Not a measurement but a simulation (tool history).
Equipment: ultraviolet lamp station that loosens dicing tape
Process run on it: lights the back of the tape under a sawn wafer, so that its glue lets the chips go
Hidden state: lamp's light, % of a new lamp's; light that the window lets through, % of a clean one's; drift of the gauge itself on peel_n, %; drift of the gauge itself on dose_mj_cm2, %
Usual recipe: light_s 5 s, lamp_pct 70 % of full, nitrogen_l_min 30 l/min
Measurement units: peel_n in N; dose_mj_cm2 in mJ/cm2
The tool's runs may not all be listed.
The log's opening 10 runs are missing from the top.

| run | day | light_s | lamp_pct | nitrogen_l_min | hours of work of the lamp | hours of work since the window was cleaned | peel_n | dose_mj_cm2 |
|---|---|---|---|---|---|---|---|---|
| 11 | 32.971 | 5 | 70 | 30 | 1309 | 86 | 1.425 | 126 |
|  | 34.3 | lamp changed |
| 12 | 35.588 | 5 | 70 | 11 | 19 | 124 | 1.216 | 175 |
| 13 | 38.338 | 5 | 70 | 11 | 60 | 165 | 1.273 | 174 |
| 14 | 41.362 | 5 | 70 | 11 | 104 | 209 | 1.301 | 171 |
| 15 | 44.708 | 5 | 70 | 27 | 154 | 259 | 0.863 | 160 |
| 16 | 47.421 | 5 | 70 | 60 | 194 | 299 | 0.644 | 161 |
| 17 | 50.492 | 5 | 70 | 60 | 239 | 344 | 0.687 | 154 |
| 18 | 52.933 | 5 | 70 | 60 | 275 | 380 | 0.713 | 152 |
| 19 | 55.938 | 5 | 70 | 30 | 319 | 424 | 0.953 | 148 |
| 20 | 57.667 | 5 | 70 | 30 | 345 | 450 | 1.042 | 146 |

For run 21, what comes out?
|  | 58.804 | window cleaned of glue's vapour |
| 21 | 60.712 | 5 | 70 | 30 | 390 | 28 | ? | ? |

Run 21 came out at peel_n 0.817 N, dose_mj_cm2 166 mJ/cm2.
With the hidden condition absent and the run-to-run variation left alone, this run would have shown peel_n 0.608 N, dose_mj_cm2 193 mJ/cm2.

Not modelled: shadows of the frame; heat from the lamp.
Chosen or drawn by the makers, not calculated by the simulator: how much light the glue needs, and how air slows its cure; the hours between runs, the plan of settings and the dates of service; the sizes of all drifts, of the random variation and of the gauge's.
